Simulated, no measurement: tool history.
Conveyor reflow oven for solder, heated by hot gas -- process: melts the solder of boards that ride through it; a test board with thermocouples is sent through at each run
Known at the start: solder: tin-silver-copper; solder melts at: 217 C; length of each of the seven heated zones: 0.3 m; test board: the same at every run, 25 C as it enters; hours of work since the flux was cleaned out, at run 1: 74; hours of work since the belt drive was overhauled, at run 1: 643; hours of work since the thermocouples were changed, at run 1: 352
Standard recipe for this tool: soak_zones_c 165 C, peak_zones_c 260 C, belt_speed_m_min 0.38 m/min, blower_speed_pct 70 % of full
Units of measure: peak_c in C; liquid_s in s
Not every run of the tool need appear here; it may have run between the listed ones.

run   hour  soak_zones_c  peak_zones_c  belt_speed_m_min  blower_speed_pct  hours of work since the flux was cleaned out  hours of work since the belt drive was overhauled  hours of work since the thermocouples were changed  peak_c  liquid_s
  1      0           165           260              0.38                70                                            74                                                643                                                 352   250.3      69.5
  2   23.2           165           270              0.38                70                                            89                                                658                                                 367   259.9      76.4
  3   45.2           165           260              0.38                70                                           104                                                673                                                 382   250.4      68.8
  4   57.3           165           260              0.38                70                                           112                                                681                                                 390   249.6        69
  5   68.1           163           260              0.38                70                                           119                                                688                                                 397   249.7      67.7
  6   77.6           163           260              0.38                70                                           126                                                694                                                 404   249.5      67.1
  7   90.7           163           260              0.38                70                                           134                                                703                                                 412   249.5      67.2
  8  112.8           165           260             0.448                70                                           149                                                718                                                 427   245.3      52.5
  9  124.8           165           268              0.38                70                                           157                                                726                                                 435   256.9      75.1
 10  136.4           165           248              0.38                70                                           165                                                733                                                 443   238.1      56.5
 11  155.5           165           248              0.38                55                                           177                                                746                                                 456   235.7      50.3
 12  167.7           165           248              0.38                55                                           186                                                754                                                 464   235.9      50.3
 13  180.9           165           248              0.38                55                                           194                                                763                                                 472   235.4      50.5
 14  190.7           165           248              0.38                55                                           201                                                770                                                 479   235.7      50.3
 15  201.8           165           248              0.38                55                                           208                                                777                                                 486   235.9      50.6
     208.9  -- flux residue cleaned out of gas plates and filters
 16  219.9           155           260              0.38                70                                             7                                                786                                                 495   249.7      65.4
 17  242.7           155           260              0.38                74                                            22                                                801                                                 510   249.7      66.5
 18  258.6           169           269             0.381                74                                            33                                                811                                                 521   259.8      78.8
 19    273           171           260             0.454                70                                            43                                                821                                                 530   246.3      55.2
 20  284.3           174           260              0.38                83                                            50                                                829                                                 538   252.8      76.3
 21  295.8           174           260              0.38                83                                            58                                                836                                                 546   252.8      76.9
 22  317.3           174           260              0.38                83                                            72                                                851                                                 560     253      76.1
 23  336.1           166           260              0.38                58                                            85                                                863                                                 572   247.6      66.1
 24    346           158           257             0.433                74                                            91                                                870                                                 579   243.8      51.5
 25  357.6           165           266             0.339                70                                            99                                                877                                                 587   258.2      86.6
 26  368.7           168           250             0.395                87                                           106                                                885                                                 594   242.5        62
 27  386.9           165           270             0.429                52                                           119                                                897                                                 606   250.6      59.3
 28  404.5           165           270             0.429                52                                           130                                                909                                                 618   250.9        59
 29  425.2           155           270              0.38                52                                           144                                                922                                                 632   253.6        67
 30  439.3           155           270              0.38                52                                           153                                                932                                                 641   253.6      66.5

Some steps in peak_c, run to run, broken into two amounts with sign: the step expected even without the hidden condition (settings, incoming material, random variation), and the rest, left for the hidden condition together with whatever gauge scatter is not in both the measured and the hidden-condition-free result:
The hidden state here: heat that the gas passes to the board, % of a clean oven's; belt's true speed, % of the reading; true gas temperature in zones 6 and 7 over the reading, C; drift of the gauge itself on peak_c, C; drift of the gauge itself on liquid_s, %.
Run 7 -> 8: soak_zones_c 163 -> 165, belt_speed_m_min 0.38 -> 0.448. peak_c -4.2 C: hidden state -0.3, all else -3.9.
Run 9 -> 10: peak_zones_c 268 -> 248. peak_c -18.8 C: hidden state +0, all else -18.8.
Run 15 -> 16: soak_zones_c 165 -> 155, peak_zones_c 248 -> 260, blower_speed_pct 55 -> 70, flux residue cleaned out of gas plates and filters. peak_c +13.8 C: hidden state +1.1, all else +12.7.
Run 23 -> 24: soak_zones_c 166 -> 158, peak_zones_c 260 -> 257, belt_speed_m_min 0.38 -> 0.433, blower_speed_pct 58 -> 74. peak_c -3.8 C: hidden state -0.3, all else -3.5.
Run 24 -> 25: soak_zones_c 158 -> 165, peak_zones_c 257 -> 266, belt_speed_m_min 0.433 -> 0.339, blower_speed_pct 74 -> 70. peak_c +14.4 C: hidden state +0.2, all else +14.2.
Run 25 -> 26: soak_zones_c 165 -> 168, peak_zones_c 266 -> 250, belt_speed_m_min 0.339 -> 0.395, blower_speed_pct 70 -> 87. peak_c -15.7 C: hidden state -0.2, all else -15.5.
